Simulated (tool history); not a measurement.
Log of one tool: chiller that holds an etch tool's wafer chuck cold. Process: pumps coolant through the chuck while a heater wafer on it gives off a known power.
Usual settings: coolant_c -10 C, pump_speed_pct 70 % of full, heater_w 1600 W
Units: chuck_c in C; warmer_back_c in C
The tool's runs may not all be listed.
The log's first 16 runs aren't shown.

| run | day | coolant_c | pump_speed_pct | heater_w | chuck_c | warmer_back_c |
|---|---|---|---|---|---|---|
| 17 | 20.817 | -10 | 82 | 1400 | 2.4 | 3.89 |
| 18 | 22.088 | -6 | 62 | 1400 | 9.8 | 5.20 |
|  | 22.217 | chiller's thermometer calibrated |
| 19 | 23.971 | -11 | 62 | 1400 | 4.7 | 5.12 |
| 20 | 25.542 | -11 | 62 | 1400 | 4.8 | 5.11 |
| 21 | 26.992 | -11 | 62 | 1400 | 4.8 | 5.13 |
|  | 27.175 | chiller's thermometer calibrated, once more |
| 22 | 28.233 | -11 | 62 | 1400 | 5.0 | 5.18 |
| 23 | 29.142 | -10 | 87 | 1081 | -0.7 | 2.86 |
| 24 | 30.479 | -10 | 70 | 1203 | 2.2 | 3.92 |
| 25 | 31.467 | -10 | 70 | 2350 | 14.2 | 7.66 |
| 26 | 33.017 | 0 | 93 | 1006 | 8.2 | 2.54 |
| 27 | 34.679 | -16 | 65 | 1170 | -3.2 | 4.13 |
| 28 | 36.246 | -10 | 64 | 2092 | 13.3 | 7.47 |
| 29 | 37.996 | -5 | 94 | 1653 | 8.2 | 4.11 |
| 30 | 39.862 | -3 | 63 | 1689 | 16.2 | 6.16 |
| 31 | 40.871 | -19 | 62 | 1600 | -0.6 | 5.93 |

4 ways to go on from here, each from the tool as it stands after run 31. What would each give?
| A | 41.954 | -16 | 69 | 2039 | ? | ? |
| B | 41.954 | -19 | 70 | 1600 | ? | ? |
| C | 41.954 | -19 | 88 | 1299 | ? | ? |
| D | 41.954 | -1 | 71 | 1974 | ? | ? |

| run | chuck_c | warmer_back_c |
|---|---|---|
| A | 5.4 | 6.80 |
| B | -2.3 | 5.32 |
| C | -7.9 | 3.38 |
| D | 19.3 | 6.41 |
Without the tool's hidden state the same runs would have given:
| run | chuck_c | warmer_back_c |
|---|---|---|
| A | 3.5 | 6.69 |
| B | -3.8 | 5.23 |
| C | -8.9 | 3.32 |
| D | 17.5 | 6.30 |

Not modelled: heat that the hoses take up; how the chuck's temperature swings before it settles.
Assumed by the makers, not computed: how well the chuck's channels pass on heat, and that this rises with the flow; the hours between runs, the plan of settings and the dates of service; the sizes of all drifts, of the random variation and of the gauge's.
